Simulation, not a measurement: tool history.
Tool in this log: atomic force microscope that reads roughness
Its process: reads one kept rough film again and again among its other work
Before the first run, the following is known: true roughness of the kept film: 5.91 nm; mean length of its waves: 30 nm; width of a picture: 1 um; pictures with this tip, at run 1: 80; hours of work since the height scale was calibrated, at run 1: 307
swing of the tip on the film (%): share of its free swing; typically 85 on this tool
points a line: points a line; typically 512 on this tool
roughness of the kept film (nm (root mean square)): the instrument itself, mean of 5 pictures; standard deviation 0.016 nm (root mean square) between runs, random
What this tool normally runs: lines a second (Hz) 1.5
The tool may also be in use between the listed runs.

run,day,lines a second (Hz),swing of the tip on the film (%),points a line,pictures with this tip,hours of work since the height scale was calibrated,roughness of the kept film (nm (root mean square))
1,0,1.5,85,512,80,307,3.518
2,0.546,1.5,85,512,105,317,3.417
3,1.438,1.5,85,512,145,332,3.304
4,1.988,1.5,85,512,171,342,3.236
5,2.442,1.25,85,512,191,350,3.283
6,3.462,1.25,85,512,238,367,3.132
7,4.275,1.5,85,512,275,381,2.982
8,5.25,1.5,85,512,319,398,2.867
9,5.712,1.5,85,280,340,406,2.79
# day 5.8: new tip fitted
10,6.758,1.5,79,512,44,424,3.913
11,7.438,1.5,79,512,75,436,3.791
12,7.858,0.9,85,512,94,443,3.776
13,8.367,1.5,86,512,117,452,3.463
14,8.904,1.5,56,512,141,462,3.924
15,9.479,1.5,56,512,168,472,3.787
16,10.088,1.5,85,326,195,482,3.233

Run 17 has not been measured yet. What should we expect?
17,11.033,1.5,76,357,238,499,?

roughness of the kept film (nm (root mean square)): 3.279
Take away the tool's hidden state, keep the run-to-run variation as it was, and the same run would have given roughness of the kept film (nm (root mean square)) 4.147.
